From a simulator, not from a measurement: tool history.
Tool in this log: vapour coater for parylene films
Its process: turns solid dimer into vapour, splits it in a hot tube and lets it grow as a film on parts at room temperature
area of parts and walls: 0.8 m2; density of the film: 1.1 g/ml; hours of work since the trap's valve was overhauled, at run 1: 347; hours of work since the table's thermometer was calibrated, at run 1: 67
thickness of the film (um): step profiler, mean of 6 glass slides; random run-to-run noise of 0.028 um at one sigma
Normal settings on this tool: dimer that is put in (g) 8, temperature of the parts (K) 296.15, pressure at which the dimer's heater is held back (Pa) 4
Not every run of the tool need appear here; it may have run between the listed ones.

run	hour	dimer that is put in (g)	temperature of the parts (K)	pressure at which the dimer's heater is held back (Pa)	hours of work since the trap's valve was overhauled	hours of work since the table's thermometer was calibrated	thickness of the film (um)
1	0	8	296.15	4	347	67	6.34
2	15.8	8	298.15	4	353	73	6
3	40.3	8	298.15	4	363	83	6.06
4	55.6	8	298.15	4	369	89	5.95
5	79	8	298.15	4	378	98	6
6	102.7	8	298.15	4	388	108	5.98
7	127.2	8	298.15	4	398	118	5.96
8	144.5	8	298.15	4	405	125	5.96
9	164.3	8	298.15	4	413	133	5.91
10	183.1	8	296.15	4	420	140	6.29
11	196.2	8	296.15	4	426	145	6.25
12	208.3	8	296.15	4	430	150	6.26
13	219.1	4	301.15	4	435	155	2.7
# hour 230.7: trap's valve overhauled
14	240.5	3	297.15	4	4	162	2.29
15	252.3	3	301.15	8.77	9	166	1.91
16	268.3	6	307.15	8.77	15	173	3.2
17	280	12	295.15	3.29	20	178	9.87
18	303.7	12	300.15	3.29	29	187	8.47
# hour 317.7: gauge calibrated
19	320.6	8	295.15	6.73	36	194	6.35
20	342.6	8	307.15	3.11	45	203	4.69
21	364	8	307.15	3.11	54	211	4.69

Below are 3 alternative next runs, each starting from the tool's condition after run 21. Predict each:
A	386	8	304.15	4	62	220	?
B	386	8	291.15	3.79	62	220	?
C	386	11	290.15	7.59	62	220	?

run	thickness of the film (um)
A	5.03
B	7.4
C	10
What these runs would have given with no unlogged condition in the tool:
run	thickness of the film (um)
A	5.06
B	7.44
C	10.06
